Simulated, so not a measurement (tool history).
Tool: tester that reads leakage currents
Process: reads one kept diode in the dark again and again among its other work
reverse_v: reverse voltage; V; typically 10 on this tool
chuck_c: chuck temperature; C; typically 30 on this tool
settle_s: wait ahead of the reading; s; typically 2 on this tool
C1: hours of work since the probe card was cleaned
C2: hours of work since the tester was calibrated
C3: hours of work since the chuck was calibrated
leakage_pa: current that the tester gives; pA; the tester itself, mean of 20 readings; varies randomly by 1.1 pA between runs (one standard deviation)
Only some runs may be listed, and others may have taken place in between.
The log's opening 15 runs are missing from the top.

Run 16, hour 380.2: usual settings but settle_s 4.44 s; C1 197; C2 197; C3 608. Result: leakage_pa 420.44 pA.
Run 17, hour 410: usual settings; C1 211; C2 211; C3 622. Result: leakage_pa 420.94 pA.
Run 18, hour 441.8: usual settings but chuck_c 32 C, settle_s 0.41 s; C1 226; C2 226; C3 638. Result: leakage_pa 500.49 pA.
Run 19, hour 474: usual settings but reverse_v 1.8 V, chuck_c 25 C, settle_s 2.59 s; C1 242; C2 242; C3 653. Result: leakage_pa 136.88 pA.
Run 20, hour 501.7: usual settings but reverse_v 19.5 V, settle_s 0.48 s; C1 255; C2 255; C3 666. Result: leakage_pa 561.7 pA.
Run 21, hour 522.5: usual settings but reverse_v 19.5 V, settle_s 0.48 s; C1 265; C2 265; C3 676. Result: leakage_pa 561.41 pA.
Run 22, hour 545.3: usual settings but chuck_c 49 C; C1 276; C2 276; C3 687. Result: leakage_pa 1930.65 pA.
Run 23, hour 567.4: usual settings but reverse_v 14.8 V, chuck_c 22 C, settle_s 0.41 s; C1 286; C2 286; C3 698. Result: leakage_pa 253.47 pA.
Run 24, hour 584.4: usual settings but reverse_v 14.8 V, chuck_c 25 C, settle_s 3.67 s; C1 294; C2 294; C3 706. Result: leakage_pa 329.55 pA.

Run 25 comes next. What will it give?
Run 25, hour 603.8: usual settings but reverse_v 2.7 V, settle_s 0.85 s; C1 304; C2 304; C3 715. Result: leakage_pa ?.

For run 25 the tool returned leakage_pa 250.73 pA.
With the hidden condition absent and the run-to-run variation left alone, this run would have shown leakage_pa 219.85 pA.
